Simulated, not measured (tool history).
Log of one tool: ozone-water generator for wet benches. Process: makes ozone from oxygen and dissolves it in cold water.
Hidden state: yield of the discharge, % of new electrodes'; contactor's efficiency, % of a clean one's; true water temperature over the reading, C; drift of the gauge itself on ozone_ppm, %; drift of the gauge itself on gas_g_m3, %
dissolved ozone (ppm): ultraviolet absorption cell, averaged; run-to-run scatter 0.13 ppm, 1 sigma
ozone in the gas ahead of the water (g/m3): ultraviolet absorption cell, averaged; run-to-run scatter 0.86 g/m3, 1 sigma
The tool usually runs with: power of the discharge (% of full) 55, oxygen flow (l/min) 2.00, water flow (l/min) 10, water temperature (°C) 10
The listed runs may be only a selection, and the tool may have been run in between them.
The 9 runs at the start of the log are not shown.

run    hour  power of the discharge (% of full)  oxygen flow (l/min)  water flow (l/min)  water temperature (°C)  hours of work since the electrodes were changed  hours of work since the contactor was cleaned  hours of work since the thermometer was calibrated  dissolved ozone (ppm)  ozone in the gas ahead of the water (g/m3)
 10   360.0                                  55                 2.00                   9                      10                                              762                                           4849                                                2055                   15.3                                       138.7
 11   391.9                                  55                 2.00                  10                      10                                              786                                           4873                                                2080                   14.4                                       135.8
 12   427.8                                  41                 2.00                  10                      10                                              813                                           4900                                                2107                   11.5                                       108.9
 13   480.9                                  55                 1.47                  10                      10                                              854                                           4941                                                2148                   14.0                                       166.1
 14   543.9                                  55                 1.68                  10                      10                                              902                                           4989                                                2196                   13.9                                       153.8
 15   575.9                                  55                 2.00                  10                      10                                              926                                           5013                                                2220                   14.0                                       137.5
 16   635.6                                  60                 2.00                   9                       8                                              972                                           5059                                                2266                   16.7                                       146.9
 17   662.8                                  55                 2.00                  14                      10                                              993                                           5080                                                2287                   10.3                                       137.3
 18   703.5                                  69                 2.00                  14                      10                                             1024                                           5111                                                2318                   12.5                                       162.5
      710.4  -- contactor cleaned
 19   742.3                                  64                 1.19                  12                      10                                             1050                                             24                                                2344                   12.5                                       215.2
 20   774.4                                  64                 1.19                  12                      10                                             1075                                             49                                                2369                   12.7                                       214.3
 21   812.7                                  64                 1.19                  12                      10                                             1104                                             78                                                2398                   12.7                                       213.7
 22   866.8                                  55                 2.15                  14                       8                                             1145                                            119                                                2439                   10.5                                       129.3
 23   908.3                                  55                 2.00                  12                      10                                             1177                                            151                                                2471                   11.7                                       136.3
 24   956.4                                  68                 2.00                  12                      10                                             1214                                            188                                                2507                   13.7                                       159.5
      965.5  -- contactor cleaned, once more
 25   995.4                                  68                 2.00                  12                      10                                             1240                                             23                                                2534                   14.9                                       160.5
 26  1043.8                                  55                 2.00                   7                       5                                             1277                                             60                                                2571                   21.3                                       135.4
 27  1109.6                                  55                 2.00                   7                       5                                             1327                                            110                                                2621                   20.9                                       137.6
 28  1138.4                                  41                 2.00                   7                      11                                             1349                                            132                                                2643                   15.6                                       109.0
 29  1191.2                                  41                 2.00                   7                      11                                             1390                                            172                                                2684                   15.8                                       110.5
 30  1219.1                                  49                 1.30                  10                      10                                             1411                                            193                                                2705                   13.1                                       165.4

Below are 5 alternative next runs, each starting from the tool's condition after run 30. Predict each:
  A  1283.2                                  41                 1.88                  10                      15                                             1460                                            242                                                2754                      ?                                           ?
  B  1283.2                                  49                 2.31                   9                      14                                             1460                                            242                                                2754                      ?                                           ?
  C  1283.2                                  49                 2.56                   8                       7                                             1460                                            242                                                2754                      ?                                           ?
  D  1283.2                                  55                 3.17                  10                      15                                             1460                                            242                                                2754                      ?                                           ?
  E  1283.2                                  49                 1.30                  10                      14                                             1460                                            242                                                2754                      ?                                           ?

run  dissolved ozone (ppm)  ozone in the gas ahead of the water (g/m3)
  A                   11.3                                       113.8
  B                   13.9                                       114.5
  C                   16.8                                       107.1
  D                   13.4                                       102.4
  E                   12.7                                       166.0
Had the tool no hidden state, the same runs would have come out as:
run  dissolved ozone (ppm)  ozone in the gas ahead of the water (g/m3)
  A                   11.5                                       115.4
  B                   14.2                                       116.4
  C                   17.2                                       109.0
  D                   13.8                                       104.4
  E                   13.0                                       168.9
